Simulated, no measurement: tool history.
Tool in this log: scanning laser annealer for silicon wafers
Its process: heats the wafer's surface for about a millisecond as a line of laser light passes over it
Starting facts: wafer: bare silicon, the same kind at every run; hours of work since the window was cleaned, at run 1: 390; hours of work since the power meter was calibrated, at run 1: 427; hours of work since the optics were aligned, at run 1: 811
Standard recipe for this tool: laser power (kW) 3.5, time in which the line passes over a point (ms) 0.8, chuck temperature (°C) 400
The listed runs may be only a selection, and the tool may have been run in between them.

| run | hour | laser power (kW) | time in which the line passes over a point (ms) | chuck temperature (°C) | hours of work since the window was cleaned | hours of work since the power meter was calibrated | hours of work since the optics were aligned | highest temperature of the surface (°C) |
|---|---|---|---|---|---|---|---|---|
| 1 | 0 | 3.5 | 0.8 | 400 | 390 | 427 | 811 | 1161 |
| 2 | 20.5 | 3.5 | 0.8 | 400 | 404 | 441 | 825 | 1155 |
| 3 | 34.8 | 3.5 | 0.8 | 400 | 414 | 451 | 835 | 1156 |
| 4 | 43.3 | 3.5 | 0.8 | 400 | 420 | 457 | 841 | 1155 |
| 5 | 60 | 3.5 | 0.8 | 400 | 432 | 468 | 852 | 1156 |
| 6 | 72.7 | 3.5 | 0.8 | 400 | 441 | 477 | 861 | 1156 |
| 7 | 87.6 | 3.5 | 0.8 | 400 | 451 | 488 | 872 | 1154 |
| 8 | 105.8 | 3.5 | 0.8 | 400 | 464 | 500 | 884 | 1154 |
| 9 | 123.4 | 3.5 | 0.8 | 400 | 476 | 513 | 897 | 1151 |
| 10 | 143.7 | 3.5 | 0.8 | 400 | 490 | 527 | 911 | 1151 |
| 11 | 155 | 3.5 | 0.8 | 400 | 498 | 535 | 919 | 1151 |
| 12 | 173.2 | 3.5 | 0.898 | 400 | 511 | 547 | 931 | 1204 |
| 13 | 189.2 | 3.5 | 0.898 | 430 | 522 | 558 | 942 | 1233 |
| 14 | 209.7 | 3.5 | 0.898 | 430 | 536 | 573 | 957 | 1228 |
| 15 | 219.9 | 3.73 | 0.634 | 371 | 543 | 580 | 964 | 1075 |
| 16 | 240.1 | 3.596 | 0.579 | 391 | 557 | 594 | 978 | 1032 |
| 17 | 249.4 | 3.596 | 0.967 | 368 | 564 | 600 | 984 | 1225 |
| 18 | 263.4 | 3.113 | 0.742 | 400 | 573 | 610 | 994 | 1026 |
| 19 | 282.3 | 3.316 | 0.742 | 394 | 587 | 623 | 1007 | 1066 |
| 20 | 301.2 | 3.5 | 0.595 | 389 | 600 | 636 | 1020 | 1017 |
| 21 | 314 | 2.992 | 0.737 | 412 | 609 | 645 | 1029 | 1008 |
| 22 | 323.6 | 3.04 | 0.584 | 400 | 615 | 652 | 1036 | 932 |
| 23 | 332.5 | 3.585 | 0.584 | 400 | 622 | 658 | 1042 | 1038 |
| 24 | 347.8 | 3.356 | 0.8 | 400 | 632 | 669 | 1053 | 1106 |
| 25 | 361.4 | 3.759 | 0.678 | 434 | 642 | 678 | 1062 | 1165 |
| 26 | 374.2 | 3.759 | 0.678 | 434 | 651 | 687 | 1071 | 1168 |
| 27 | 387.3 | 3.83 | 0.873 | 400 | 660 | 696 | 1080 | 1262 |

5 options for the next run, each taken on its own from the tool as it stands now. Forecast them:
| A | 405.1 | 3.729 | 0.676 | 414 | 672 | 709 | 1093 | ? |
| B | 405.1 | 3.431 | 0.834 | 436 | 672 | 709 | 1093 | ? |
| C | 405.1 | 3.085 | 0.8 | 426 | 672 | 709 | 1093 | ? |
| D | 405.1 | 3.83 | 0.873 | 382 | 672 | 709 | 1093 | ? |
| E | 405.1 | 3.373 | 0.833 | 400 | 672 | 709 | 1093 | ? |

| run | highest temperature of the surface (°C) |
|---|---|
| A | 1138 |
| B | 1176 |
| C | 1070 |
| D | 1243 |
| E | 1128 |
Without the tool's unlogged condition, the same runs would have read:
| run | highest temperature of the surface (°C) |
|---|---|
| A | 1189 |
| B | 1229 |
| C | 1115 |
| D | 1304 |
| E | 1180 |

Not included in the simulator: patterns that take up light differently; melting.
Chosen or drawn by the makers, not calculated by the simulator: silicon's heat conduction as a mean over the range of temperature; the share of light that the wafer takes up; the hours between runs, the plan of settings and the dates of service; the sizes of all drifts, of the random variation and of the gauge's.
